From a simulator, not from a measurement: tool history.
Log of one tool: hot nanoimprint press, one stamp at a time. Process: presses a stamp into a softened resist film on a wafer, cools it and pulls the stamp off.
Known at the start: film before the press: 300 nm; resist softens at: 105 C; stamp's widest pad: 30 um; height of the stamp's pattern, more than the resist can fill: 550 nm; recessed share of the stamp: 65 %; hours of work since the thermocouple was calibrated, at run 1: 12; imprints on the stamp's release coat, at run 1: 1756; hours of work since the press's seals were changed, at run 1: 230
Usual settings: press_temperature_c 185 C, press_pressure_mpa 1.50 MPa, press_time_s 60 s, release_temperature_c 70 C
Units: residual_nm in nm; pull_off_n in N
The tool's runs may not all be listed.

run,day,press_temperature_c,press_pressure_mpa,press_time_s,release_temperature_c,hours of work since the thermocouple was calibrated,imprints on the stamp's release coat,hours of work since the press's seals were changed,residual_nm,pull_off_n
1,0.000,185,1.50,60,70,12,1756,230,150.8,164
2,2.183,181,1.50,60,70,51,2056,270,168.5,175
# day 4.267: stamp cleaned and given a new release coat
3,4.988,181,1.50,60,62,97,99,316,168.4,146
4,6.675,183,1.50,60,70,128,330,346,162.1,127
5,8.125,183,1.50,60,70,154,529,372,163.1,134
6,10.442,183,1.50,60,70,195,848,414,163.9,144
7,12.942,183,1.50,60,70,240,1191,459,163.4,156
8,15.133,183,1.50,60,70,280,1492,498,162.0,161
9,17.738,183,2.27,60,70,327,1849,545,140.9,167
# day 18.133: plate thermocouple calibrated
10,21.067,185,1.50,60,70,53,2289,603,158.1,190
# day 21.583: stamp cleaned and given a new release coat
11,23.092,185,1.50,60,77,85,207,635,161.0,111
12,25.988,185,1.50,60,77,137,605,687,160.7,122
13,28.208,185,1.50,60,63,177,910,727,163.5,167
14,30.779,185,1.50,60,63,223,1263,773,162.9,177
# day 31.142: plate thermocouple calibrated, once more
15,33.479,185,1.50,60,63,42,1616,819,150.7,173
16,35.983,185,1.50,60,58,87,1960,865,152.6,207
17,37.367,191,1.50,86,62,112,2150,889,114.2,203
# day 38.767: stamp cleaned and given a new release coat
18,39.075,176,2.23,48,71,138,43,916,181.2,118
19,40.662,176,1.50,60,70,167,261,944,190.7,126
# day 42.362: press's hydraulic seals changed and the load cell set to zero
20,43.454,181,1.01,35,67,211,598,20,221.7,143
21,45.279,185,1.81,60,70,244,848,52,144.5,144
22,48.508,185,1.81,32,59,302,1292,111,177.2,180
23,50.012,185,1.04,60,61,329,1499,138,176.2,184
24,52.825,185,1.04,60,61,380,1885,188,177.4,198
# day 54.967: plate thermocouple calibrated
25,55.717,185,1.50,51,70,13,2264,238,162.0,179
# day 56.421: stamp cleaned and given a new release coat
26,58.996,185,0.92,42,70,68,353,293,202.3,127
27,61.504,185,0.92,42,70,113,698,338,203.2,138
28,63.104,192,0.92,48,70,142,918,367,171.9,140
29,64.942,192,1.45,118,70,175,1170,400,99.2,149

Hidden state at the last listed run before each entry between runs and at the first one after, where it differs:
Between runs 2 and 3: stamp cleaned and given a new release coat (day 4.267)
  true temperature over the reading, C: -0.08 -> -0.24; pressure that arrives at the usual setting, %: 99.14 -> 98.99; grip of the stamp's worn release coat, % over a new coat's: 45.1 -> 2
  measured less the result without the state, residual_nm: +0.8 -> +1.6 nm; pull_off_n: +54 -> +4 N
Between runs 9 and 10: plate thermocouple calibrated (day 18.133)
  true temperature over the reading, C: -0.99 -> -1.56; pressure that arrives at the usual setting, %: 98.34 -> 98.16; grip of the stamp's worn release coat, % over a new coat's: 40.3 -> 50.5
  measured less the result without the state, residual_nm: +5.2 -> +7.1 nm; pull_off_n: +50 -> +67 N
Between runs 10 and 11: stamp cleaned and given a new release coat (day 21.583)
  true temperature over the reading, C: -1.56 -> -1.66; pressure that arrives at the usual setting, %: 98.16 -> 98.06; grip of the stamp's worn release coat, % over a new coat's: 50.5 -> 4.3
  measured less the result without the state, residual_nm: +7.1 -> +7.6 nm; pull_off_n: +67 -> +8 N
Between runs 14 and 15: plate thermocouple calibrated, once more (day 31.142)
  true temperature over the reading, C: -2.13 -> 0.29; pressure that arrives at the usual setting, %: 97.65 -> 97.5; grip of the stamp's worn release coat, % over a new coat's: 27 -> 35
  measured less the result without the state, residual_nm: +9.7 -> +0.4 nm; pull_off_n: +42 -> +44 N
Between runs 17 and 18: stamp cleaned and given a new release coat (day 38.767)
  true temperature over the reading, C: 0.07 -> -0.02; pressure that arrives at the usual setting, %: 97.3 -> 97.23; grip of the stamp's worn release coat, % over a new coat's: 47.2 -> 0.9
  measured less the result without the state, residual_nm: +1.2 -> +2.7 nm; pull_off_n: +65 -> +1 N
Between runs 19 and 20: press's hydraulic seals changed and the load cell set to zero (day 42.362)
  true temperature over the reading, C: -0.11 -> -0.26; pressure that arrives at the usual setting, %: 97.14 -> 99.71; grip of the stamp's worn release coat, % over a new coat's: 5.4 -> 12.5
  measured less the result without the state, residual_nm: +2.2 -> +1.0 nm; pull_off_n: +7 -> +17 N
Between runs 24 and 25: plate thermocouple calibrated (day 54.967)
  true temperature over the reading, C: -0.8 -> -0.1; pressure that arrives at the usual setting, %: 99.17 -> 99.02; grip of the stamp's worn release coat, % over a new coat's: 41.1 -> 49.9
  measured less the result without the state, residual_nm: +3.5 -> +1.0 nm; pull_off_n: +59 -> +60 N
Between runs 25 and 26: stamp cleaned and given a new release coat (day 56.421)
  true temperature over the reading, C: -0.1 -> -0.28; pressure that arrives at the usual setting, %: 99.02 -> 98.87; grip of the stamp's worn release coat, % over a new coat's: 49.9 -> 7.3
  measured less the result without the state, residual_nm: +1.0 -> +1.5 nm; pull_off_n: +60 -> +9 N
